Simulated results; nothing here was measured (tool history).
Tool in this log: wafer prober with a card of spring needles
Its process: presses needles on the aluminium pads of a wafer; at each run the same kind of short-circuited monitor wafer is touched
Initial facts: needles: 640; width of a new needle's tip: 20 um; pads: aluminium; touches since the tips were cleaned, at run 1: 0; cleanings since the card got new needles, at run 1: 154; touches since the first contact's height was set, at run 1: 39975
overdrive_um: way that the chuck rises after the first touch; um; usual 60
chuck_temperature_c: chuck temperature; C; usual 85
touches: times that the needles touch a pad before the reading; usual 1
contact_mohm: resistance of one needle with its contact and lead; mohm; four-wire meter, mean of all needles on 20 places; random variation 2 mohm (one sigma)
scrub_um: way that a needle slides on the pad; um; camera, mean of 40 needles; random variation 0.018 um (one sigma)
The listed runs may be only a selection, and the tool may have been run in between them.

run,hour,overdrive_um,chuck_temperature_c,touches,touches since the tips were cleaned,cleanings since the card got new needles,touches since the first contact's height was set,contact_mohm,scrub_um
1,0,60,85,1,0,154,39975,216,8.95
# hour 16: tips cleaned on abrasive film
# hour 31.8: tips cleaned on abrasive film
# hour 44.7: tips cleaned on abrasive film
2,55.8,60,85,1,5706,157,68335,216,8.95
# hour 59.1: tips cleaned on abrasive film
# hour 74.9: tips cleaned on abrasive film
# hour 90.6: tips cleaned on abrasive film
# hour 106.4: tips cleaned on abrasive film
3,113.6,60,74,1,3648,161,97624,214,8.93
# hour 120: tips cleaned on abrasive film
# hour 136.1: tips cleaned on abrasive film
# hour 152.1: tips cleaned on abrasive film
# hour 168: tips cleaned on abrasive film
4,178.3,60,85,1,5286,165,130498,217,8.98
# hour 181.6: tips cleaned on abrasive film
# hour 194.5: tips cleaned on abrasive film
# hour 210.5: tips cleaned on abrasive film
# hour 222.9: height of the first contact set anew
# hour 226.2: tips cleaned on abrasive film
5,232.9,60,85,1,3407,169,5033,216,8.96
# hour 239.2: tips cleaned on abrasive film
# hour 252: tips cleaned on abrasive film
# hour 267.8: tips cleaned on abrasive film
# hour 283.4: tips cleaned on abrasive film
6,296,60,85,1,6474,173,37078,220,8.93
# hour 299.3: tips cleaned on abrasive film
# hour 314.4: tips cleaned on abrasive film
# hour 330.2: tips cleaned on abrasive film
# hour 346.1: tips cleaned on abrasive film
7,349.8,60,85,1,1854,177,64325,219,9
# hour 359.4: tips cleaned on abrasive film
# hour 374.9: tips cleaned on abrasive film
# hour 390.5: tips cleaned on abrasive film
# hour 403.4: tips cleaned on abrasive film
8,405.2,60,85,1,917,181,92412,219,8.95
# hour 417.9: tips cleaned on abrasive film
# hour 433.4: tips cleaned on abrasive film
# hour 449.2: tips cleaned on abrasive film
9,452.2,60,54,1,1549,184,116284,208,8.94
# hour 465: tips cleaned on abrasive film
# hour 477.9: tips cleaned on abrasive film
10,485.2,60,54,1,3752,186,133033,208,8.94
# hour 491.7: tips cleaned on abrasive film
# hour 507.2: tips cleaned on abrasive film
# hour 523.2: tips cleaned on abrasive film
# hour 526.7: height of the first contact set anew
# hour 536.3: tips cleaned on abrasive film
11,538.4,60,54,1,1041,190,5919,209,8.93
# hour 551: tips cleaned on abrasive film
# hour 563.8: tips cleaned on abrasive film
# hour 576.6: tips cleaned on abrasive film
12,587.9,60,85,1,5740,193,31038,214,8.93
# hour 591.1: tips cleaned on abrasive film
# hour 607: tips cleaned on abrasive film
# hour 622.6: tips cleaned on abrasive film
# hour 638.5: tips cleaned on abrasive film
# hour 652.3: tips cleaned on abrasive film
13,652.3,60,85,1,0,198,63714,217,8.98
# hour 667.8: tips cleaned on abrasive film
# hour 683.3: tips cleaned on abrasive film
14,687.1,51,38,2,1940,200,81353,212,7.61
# hour 696.3: tips cleaned on abrasive film
# hour 711.8: tips cleaned on abrasive film
15,713.6,60,85,1,943,202,94816,215,8.93
# hour 726.4: tips cleaned on abrasive film
# hour 742.4: tips cleaned on abrasive film
# hour 755.2: tips cleaned on abrasive film
16,756.9,60,96,1,884,205,116781,221,8.95
# hour 769.7: tips cleaned on abrasive film
# hour 785.1: tips cleaned on abrasive film
# hour 800.9: tips cleaned on abrasive film
17,811.8,60,96,1,5555,208,144630,220,8.93
# hour 815.1: tips cleaned on abrasive film
# hour 830.3: tips cleaned on abrasive film
# hour 830.6: height of the first contact set anew
# hour 843.4: tips cleaned on abrasive film
# hour 859.2: tips cleaned on abrasive film
# hour 875.1: tips cleaned on abrasive film
18,877.9,60,96,1,1405,213,24015,219,8.99
# hour 890.2: tips cleaned on abrasive film
# hour 906.2: tips cleaned on abrasive film
# hour 919: tips cleaned on abrasive film
19,928.6,70,96,3,4881,216,49756,218,10.43
# hour 931.9: tips cleaned on abrasive film
# hour 947.1: tips cleaned on abrasive film
# hour 962.7: tips cleaned on abrasive film
# hour 975.5: tips cleaned on abrasive film
# hour 989.6: tips cleaned on abrasive film
20,989.6,52,41,1,0,221,80676,211,7.76
# hour 1002.5: tips cleaned on abrasive film
# hour 1018.5: tips cleaned on abrasive film
21,1022,56,42,1,1800,223,97110,205,8.38
# hour 1031.4: tips cleaned on abrasive film
# hour 1044.2: tips cleaned on abrasive film
# hour 1060.2: tips cleaned on abrasive film
# hour 1073: tips cleaned on abrasive film
# hour 1085.8: tips cleaned on abrasive film
22,1087.9,56,42,1,1067,228,130514,210,8.34
# hour 1100.8: tips cleaned on abrasive film
# hour 1113.6: tips cleaned on abrasive film
23,1125.5,56,41,1,6074,230,149597,212,8.36
# hour 1128.8: tips cleaned on abrasive film
# hour 1135.4: height of the first contact set anew
# hour 1144.9: tips cleaned on abrasive film
# hour 1159.9: tips cleaned on abrasive film
# hour 1172.7: tips cleaned on abrasive film
24,1181.7,60,86,1,4562,234,23452,214,8.98
# hour 1188.1: tips cleaned on abrasive film
# hour 1204.1: tips cleaned on abrasive film
25,1208.9,46,34,1,2421,236,37254,209,6.86
# hour 1218.5: tips cleaned on abrasive film
# hour 1234.4: tips cleaned on abrasive film
# hour 1250.4: tips cleaned on abrasive film
# hour 1263.2: tips cleaned on abrasive film
26,1267.3,46,97,1,2098,240,66908,224,6.84

Hidden state at the last listed run before each entry between runs and at the first one after, where it differs:
From run 1 to run 2: tips cleaned on abrasive film (hour 16); tips cleaned on abrasive film (hour 31.8); tips cleaned on abrasive film (hour 44.7)
  debris on the tips, nm: 0.1 -> 0.6
From run 2 to run 3: tips cleaned on abrasive film (hour 59.1); tips cleaned on abrasive film (hour 74.9); tips cleaned on abrasive film (hour 90.6); tips cleaned on abrasive film (hour 106.4)
  debris on the tips, nm: 0.6 -> 0.5
From run 3 to run 4: tips cleaned on abrasive film (hour 120); tips cleaned on abrasive film (hour 136.1); tips cleaned on abrasive film (hour 152.1); tips cleaned on abrasive film (hour 168)
  debris on the tips, nm: 0.5 -> 0.6; way that the needles fall short of the set height, um: 0.01 -> 0.02
From run 4 to run 5: tips cleaned on abrasive film (hour 181.6); tips cleaned on abrasive film (hour 194.5); tips cleaned on abrasive film (hour 210.5); height of the first contact set anew (hour 222.9); tips cleaned on abrasive film (hour 226.2)
  debris on the tips, nm: 0.6 -> 0.5; way that the needles fall short of the set height, um: 0.02 -> 0
From run 5 to run 6: tips cleaned on abrasive film (hour 239.2); tips cleaned on abrasive film (hour 252); tips cleaned on abrasive film (hour 267.8); tips cleaned on abrasive film (hour 283.4)
  debris on the tips, nm: 0.5 -> 0.6; way that the needles fall short of the set height, um: 0 -> 0.01; tips' diameter, um: 20.05 -> 20.06
From run 6 to run 7: tips cleaned on abrasive film (hour 299.3); tips cleaned on abrasive film (hour 314.4); tips cleaned on abrasive film (hour 330.2); tips cleaned on abrasive film (hour 346.1)
  debris on the tips, nm: 0.6 -> 0.4
From run 7 to run 8: tips cleaned on abrasive film (hour 359.4); tips cleaned on abrasive film (hour 374.9); tips cleaned on abrasive film (hour 390.5); tips cleaned on abrasive film (hour 403.4)
  debris on the tips, nm: 0.4 -> 0.3
From run 8 to run 9: tips cleaned on abrasive film (hour 417.9); tips cleaned on abrasive film (hour 433.4); tips cleaned on abrasive film (hour 449.2)
  debris on the tips, nm: 0.3 -> 0.4
From run 9 to run 10: tips cleaned on abrasive film (hour 465); tips cleaned on abrasive film (hour 477.9)
  debris on the tips, nm: 0.4 -> 0.5; way that the needles fall short of the set height, um: 0.01 -> 0.02
From run 10 to run 11: tips cleaned on abrasive film (hour 491.7); tips cleaned on abrasive film (hour 507.2); tips cleaned on abrasive film (hour 523.2); height of the first contact set anew (hour 526.7); tips cleaned on abrasive film (hour 536.3)
  debris on the tips, nm: 0.5 -> 0.3; way that the needles fall short of the set height, um: 0.02 -> 0
From run 11 to run 12: tips cleaned on abrasive film (hour 551); tips cleaned on abrasive film (hour 563.8); tips cleaned on abrasive film (hour 576.6)
  debris on the tips, nm: 0.3 -> 0.6
From run 12 to run 13: tips cleaned on abrasive film (hour 591.1); tips cleaned on abrasive film (hour 607); tips cleaned on abrasive film (hour 622.6); tips cleaned on abrasive film (hour 638.5); tips cleaned on abrasive film (hour 652.3)
  debris on the tips, nm: 0.6 -> 0.1; way that the needles fall short of the set height, um: 0 -> 0.01
From run 13 to run 14: tips cleaned on abrasive film (hour 667.8); tips cleaned on abrasive film (hour 683.3)
  debris on the tips, nm: 0.1 -> 0.4; tips' diameter, um: 20.06 -> 20.07
From run 14 to run 15: tips cleaned on abrasive film (hour 696.3); tips cleaned on abrasive film (hour 711.8)
  debris on the tips, nm: 0.4 -> 0.2
From run 15 to run 16: tips cleaned on abrasive film (hour 726.4); tips cleaned on abrasive film (hour 742.4); tips cleaned on abrasive film (hour 755.2)
  no difference in the tool's unlogged condition between these two runs
From run 16 to run 17: tips cleaned on abrasive film (hour 769.7); tips cleaned on abrasive film (hour 785.1); tips cleaned on abrasive film (hour 800.9)
  debris on the tips, nm: 0.2 -> 0.6; way that the needles fall short of the set height, um: 0.01 -> 0.02
From run 17 to run 18: tips cleaned on abrasive film (hour 815.1); tips cleaned on abrasive film (hour 830.3); height of the first contact set anew (hour 830.6); tips cleaned on abrasive film (hour 843.4); tips cleaned on abrasive film (hour 859.2); tips cleaned on abrasive film (hour 875.1)
  debris on the tips, nm: 0.6 -> 0.3; way that the needles fall short of the set height, um: 0.02 -> 0
From run 18 to run 19: tips cleaned on abrasive film (hour 890.2); tips cleaned on abrasive film (hour 906.2); tips cleaned on abrasive film (hour 919)
  debris on the tips, nm: 0.3 -> 0.6; way that the needles fall short of the set height, um: 0 -> 0.01
From run 19 to run 20: tips cleaned on abrasive film (hour 931.9); tips cleaned on abrasive film (hour 947.1); tips cleaned on abrasive film (hour 962.7); tips cleaned on abrasive film (hour 975.5); tips cleaned on abrasive film (hour 989.6)
  debris on the tips, nm: 0.6 -> 0.1
From run 20 to run 21: tips cleaned on abrasive film (hour 1002.5); tips cleaned on abrasive film (hour 1018.5)
  debris on the tips, nm: 0.1 -> 0.4
From run 21 to run 22: tips cleaned on abrasive film (hour 1031.4); tips cleaned on abrasive film (hour 1044.2); tips cleaned on abrasive film (hour 1060.2); tips cleaned on abrasive film (hour 1073); tips cleaned on abrasive film (hour 1085.8)
  debris on the tips, nm: 0.4 -> 0.3; way that the needles fall short of the set height, um: 0.01 -> 0.02
From run 22 to run 23: tips cleaned on abrasive film (hour 1100.8); tips cleaned on abrasive film (hour 1113.6)
  debris on the tips, nm: 0.3 -> 0.6; tips' diameter, um: 20.07 -> 20.08
From run 23 to run 24: tips cleaned on abrasive film (hour 1128.8); height of the first contact set anew (hour 1135.4); tips cleaned on abrasive film (hour 1144.9); tips cleaned on abrasive film (hour 1159.9); tips cleaned on abrasive film (hour 1172.7)
  way that the needles fall short of the set height, um: 0.02 -> 0
From run 24 to run 25: tips cleaned on abrasive film (hour 1188.1); tips cleaned on abrasive film (hour 1204.1)
  debris on the tips, nm: 0.6 -> 0.5
From run 25 to run 26: tips cleaned on abrasive film (hour 1218.5); tips cleaned on abrasive film (hour 1234.4); tips cleaned on abrasive film (hour 1250.4); tips cleaned on abrasive film (hour 1263.2)
  debris on the tips, nm: 0.5 -> 0.4; way that the needles fall short of the set height, um: 0 -> 0.01

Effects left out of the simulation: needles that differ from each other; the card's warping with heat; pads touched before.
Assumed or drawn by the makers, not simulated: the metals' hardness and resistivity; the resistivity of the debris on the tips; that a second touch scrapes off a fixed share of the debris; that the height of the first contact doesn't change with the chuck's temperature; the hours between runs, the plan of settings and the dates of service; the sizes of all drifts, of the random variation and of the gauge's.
